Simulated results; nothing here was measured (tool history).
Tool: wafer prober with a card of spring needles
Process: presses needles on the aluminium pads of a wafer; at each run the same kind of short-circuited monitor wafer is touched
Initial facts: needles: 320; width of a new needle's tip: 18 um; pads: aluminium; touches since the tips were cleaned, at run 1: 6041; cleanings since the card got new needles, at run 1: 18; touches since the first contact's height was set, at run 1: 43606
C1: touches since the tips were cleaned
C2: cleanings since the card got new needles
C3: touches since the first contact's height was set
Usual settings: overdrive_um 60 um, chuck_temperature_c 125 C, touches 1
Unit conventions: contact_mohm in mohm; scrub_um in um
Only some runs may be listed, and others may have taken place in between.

{"run": 1, "day": 0.0, "overdrive_um": 60, "chuck_temperature_c": 125, "touches": 1, "C1": 6041, "C2": 18, "C3": 43606, "contact_mohm": 126, "scrub_um": 12.443}
{"day": 0.217, "done": "tips cleaned on abrasive film"}
{"run": 2, "day": 0.421, "overdrive_um": 60, "chuck_temperature_c": 125, "touches": 1, "C1": 2787, "C2": 19, "C3": 49237, "contact_mohm": 124, "scrub_um": 12.45}
{"day": 0.912, "done": "tips cleaned on abrasive film"}
{"run": 3, "day": 0.958, "overdrive_um": 60, "chuck_temperature_c": 125, "touches": 1, "C1": 591, "C2": 20, "C3": 56396, "contact_mohm": 125, "scrub_um": 12.404}
{"run": 4, "day": 1.354, "overdrive_um": 60, "chuck_temperature_c": 125, "touches": 1, "C1": 5957, "C2": 20, "C3": 61762, "contact_mohm": 124, "scrub_um": 12.421}
{"day": 1.575, "done": "tips cleaned on abrasive film"}
{"day": 1.588, "done": "height of the first contact set anew"}
{"run": 5, "day": 1.9, "overdrive_um": 60, "chuck_temperature_c": 125, "touches": 1, "C1": 4251, "C2": 21, "C3": 4251, "contact_mohm": 125, "scrub_um": 12.407}
{"day": 2.25, "done": "tips cleaned on abrasive film"}
{"run": 6, "day": 2.429, "overdrive_um": 60, "chuck_temperature_c": 46, "touches": 1, "C1": 2414, "C2": 22, "C3": 11314, "contact_mohm": 114, "scrub_um": 12.394}
{"day": 2.933, "done": "tips cleaned on abrasive film"}
{"run": 7, "day": 2.971, "overdrive_um": 60, "chuck_temperature_c": 125, "touches": 1, "C1": 513, "C2": 23, "C3": 18571, "contact_mohm": 126, "scrub_um": 12.377}
{"run": 8, "day": 3.371, "overdrive_um": 51, "chuck_temperature_c": 26, "touches": 2, "C1": 5883, "C2": 23, "C3": 23941, "contact_mohm": 116, "scrub_um": 10.52}
{"day": 3.617, "done": "tips cleaned on abrasive film"}
{"run": 9, "day": 3.821, "overdrive_um": 51, "chuck_temperature_c": 26, "touches": 2, "C1": 2737, "C2": 24, "C3": 29939, "contact_mohm": 112, "scrub_um": 10.508}
{"day": 4.288, "done": "tips cleaned on abrasive film"}
{"run": 10, "day": 4.458, "overdrive_um": 51, "chuck_temperature_c": 26, "touches": 2, "C1": 2303, "C2": 25, "C3": 38511, "contact_mohm": 113, "scrub_um": 10.509}
{"day": 4.992, "done": "tips cleaned on abrasive film"}
{"run": 11, "day": 5.1, "overdrive_um": 60, "chuck_temperature_c": 30, "touches": 1, "C1": 1486, "C2": 26, "C3": 47096, "contact_mohm": 112, "scrub_um": 12.334}
{"day": 5.662, "done": "tips cleaned on abrasive film"}
{"run": 12, "day": 5.667, "overdrive_um": 65, "chuck_temperature_c": 39, "touches": 1, "C1": 36, "C2": 27, "C3": 54687, "contact_mohm": 113, "scrub_um": 13.356}
{"run": 13, "day": 6.267, "overdrive_um": 60, "chuck_temperature_c": 67, "touches": 1, "C1": 8105, "C2": 27, "C3": 62756, "contact_mohm": 118, "scrub_um": 12.322}
{"day": 6.367, "done": "tips cleaned on abrasive film"}
{"day": 6.433, "done": "height of the first contact set anew"}
{"run": 14, "day": 6.821, "overdrive_um": 60, "chuck_temperature_c": 67, "touches": 1, "C1": 5976, "C2": 28, "C3": 5267, "contact_mohm": 118, "scrub_um": 12.297}

4 ways to go on from here, each from the tool as it stands after run 14. What would each give?
{"day": 7.058, "done": "tips cleaned on abrasive film"}
{"run": "A", "day": 7.175, "overdrive_um": 65, "chuck_temperature_c": 63, "touches": 1, "C1": 1563, "C2": 29, "C3": 9971, "contact_mohm": "?", "scrub_um": "?"}
{"day": 7.058, "done": "tips cleaned on abrasive film"}
{"run": "B", "day": 7.175, "overdrive_um": 48, "chuck_temperature_c": 67, "touches": 1, "C1": 1563, "C2": 29, "C3": 9971, "contact_mohm": "?", "scrub_um": "?"}
{"day": 7.058, "done": "tips cleaned on abrasive film"}
{"run": "C", "day": 7.175, "overdrive_um": 60, "chuck_temperature_c": 44, "touches": 2, "C1": 1563, "C2": 29, "C3": 9971, "contact_mohm": "?", "scrub_um": "?"}
{"day": 7.058, "done": "tips cleaned on abrasive film"}
{"run": "D", "day": 7.175, "overdrive_um": 64, "chuck_temperature_c": 125, "touches": 1, "C1": 1563, "C2": 29, "C3": 9971, "contact_mohm": "?", "scrub_um": "?"}

run=A contact_mohm=116 scrub_um=13.327
run=B contact_mohm=124 scrub_um=9.839
run=C contact_mohm=111 scrub_um=12.299
run=D contact_mohm=125 scrub_um=13.11
Without the tool's hidden state the same runs would have given:
run=A contact_mohm=116 scrub_um=13.478
run=B contact_mohm=123 scrub_um=9.95
run=C contact_mohm=111 scrub_um=12.437
run=D contact_mohm=125 scrub_um=13.258
